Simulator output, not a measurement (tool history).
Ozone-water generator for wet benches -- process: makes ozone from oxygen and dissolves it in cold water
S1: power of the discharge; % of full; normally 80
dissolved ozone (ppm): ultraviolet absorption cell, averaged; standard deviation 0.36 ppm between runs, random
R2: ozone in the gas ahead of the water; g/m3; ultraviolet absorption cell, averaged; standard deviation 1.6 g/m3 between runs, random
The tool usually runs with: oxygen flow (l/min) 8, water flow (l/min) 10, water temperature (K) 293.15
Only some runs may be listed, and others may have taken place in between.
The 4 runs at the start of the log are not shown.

{"run": 5, "hour": 284.3, "S1": 80, "oxygen flow (l/min)": 8, "water flow (l/min)": 10, "water temperature (K)": 293.15, "dissolved ozone (ppm)": 57, "R2": 299.2}
{"run": 6, "hour": 331.8, "S1": 80, "oxygen flow (l/min)": 8, "water flow (l/min)": 10, "water temperature (K)": 293.15, "dissolved ozone (ppm)": 56.8, "R2": 302.5}
{"run": 7, "hour": 370.7, "S1": 80, "oxygen flow (l/min)": 8, "water flow (l/min)": 10, "water temperature (K)": 293.15, "dissolved ozone (ppm)": 56.5, "R2": 302.6}
{"run": 8, "hour": 433.6, "S1": 80, "oxygen flow (l/min)": 8, "water flow (l/min)": 10, "water temperature (K)": 293.15, "dissolved ozone (ppm)": 56.3, "R2": 299.5}
{"run": 9, "hour": 518.6, "S1": 80, "oxygen flow (l/min)": 8, "water flow (l/min)": 10, "water temperature (K)": 290.15, "dissolved ozone (ppm)": 61.1, "R2": 299.5}
{"run": 10, "hour": 562.4, "S1": 68, "oxygen flow (l/min)": 8, "water flow (l/min)": 10, "water temperature (K)": 293.15, "dissolved ozone (ppm)": 48.8, "R2": 260.4}
{"run": 11, "hour": 646.2, "S1": 80, "oxygen flow (l/min)": 8, "water flow (l/min)": 10, "water temperature (K)": 293.15, "dissolved ozone (ppm)": 56.6, "R2": 300.1}
{"run": 12, "hour": 734.2, "S1": 80, "oxygen flow (l/min)": 8, "water flow (l/min)": 10, "water temperature (K)": 293.15, "dissolved ozone (ppm)": 56.8, "R2": 301.3}
{"run": 13, "hour": 790.2, "S1": 80, "oxygen flow (l/min)": 8, "water flow (l/min)": 7, "water temperature (K)": 293.15, "dissolved ozone (ppm)": 64.5, "R2": 301.9}
{"run": 14, "hour": 881.8, "S1": 80, "oxygen flow (l/min)": 8, "water flow (l/min)": 7, "water temperature (K)": 293.15, "dissolved ozone (ppm)": 64.2, "R2": 301}
{"run": 15, "hour": 972.2, "S1": 80, "oxygen flow (l/min)": 8, "water flow (l/min)": 7, "water temperature (K)": 293.15, "dissolved ozone (ppm)": 65.2, "R2": 299.7}
{"run": 16, "hour": 1061.9, "S1": 80, "oxygen flow (l/min)": 8, "water flow (l/min)": 7, "water temperature (K)": 293.15, "dissolved ozone (ppm)": 64.7, "R2": 301.8}
{"run": 17, "hour": 1128.4, "S1": 80, "oxygen flow (l/min)": 8, "water flow (l/min)": 7, "water temperature (K)": 293.15, "dissolved ozone (ppm)": 64.5, "R2": 300.4}

Forecast run 18:
{"run": 18, "hour": 1210.4, "S1": 65, "oxygen flow (l/min)": 6.78, "water flow (l/min)": 7, "water temperature (K)": 289.15, "dissolved ozone (ppm)": "?", "R2": "?"}

dissolved ozone (ppm): 63.1
R2: 279.7 g/m3
Were there no unlogged condition in the tool, this run, its random variation unchanged, would have produced dissolved ozone (ppm) 63.1, R2 279.8 g/m3.
